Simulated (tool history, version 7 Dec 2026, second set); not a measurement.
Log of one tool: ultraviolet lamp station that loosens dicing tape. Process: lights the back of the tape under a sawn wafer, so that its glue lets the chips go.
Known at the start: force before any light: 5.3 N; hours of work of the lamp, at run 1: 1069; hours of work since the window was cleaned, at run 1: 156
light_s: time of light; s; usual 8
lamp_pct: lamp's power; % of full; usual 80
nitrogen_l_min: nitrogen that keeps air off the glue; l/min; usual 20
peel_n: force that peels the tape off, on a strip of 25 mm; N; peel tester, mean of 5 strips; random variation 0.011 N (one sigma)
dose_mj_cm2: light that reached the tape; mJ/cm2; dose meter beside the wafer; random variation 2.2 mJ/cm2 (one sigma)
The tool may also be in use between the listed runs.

run,hour,light_s,lamp_pct,nitrogen_l_min,hours of work of the lamp,hours of work since the window was cleaned,peel_n,dose_mj_cm2
1,0,8,80,20,1069,156,0.985,124
2,30.7,8,80,20,1086,173,1.055,124
3,54.1,8,80,20,1099,185,1.035,123
4,96,8,80,20,1122,209,1.075,118
5,123.8,8,80,20,1138,224,1.043,118
6,167.7,8,80,20,1162,248,1.148,115
7,212.4,8,78,20,1186,273,1.203,111
# hour 215.7: window cleaned of glue's vapour
8,249.5,8,78,20,1206,19,1.343,99
9,285.1,8,84,20,1226,38,1.273,104
10,324.4,8,84,20,1248,60,1.26,103
11,362.2,8,84,20,1269,81,1.301,104
# hour 393.8: window cleaned of glue's vapour, once more
12,400.2,8,84,20,1289,4,1,125
13,441.1,8,84,20,1312,26,1.01,124
14,469.2,8,67,20,1327,42,1.419,95

The next listed run, before its measurement:
15,512.2,8,83,26,1351,65,?,?

peel_n: 1.022 N
dose_mj_cm2: 114 mJ/cm2
Without the tool's hidden state the same run would have given peel_n 0.412 N, dose_mj_cm2 207 mJ/cm2.
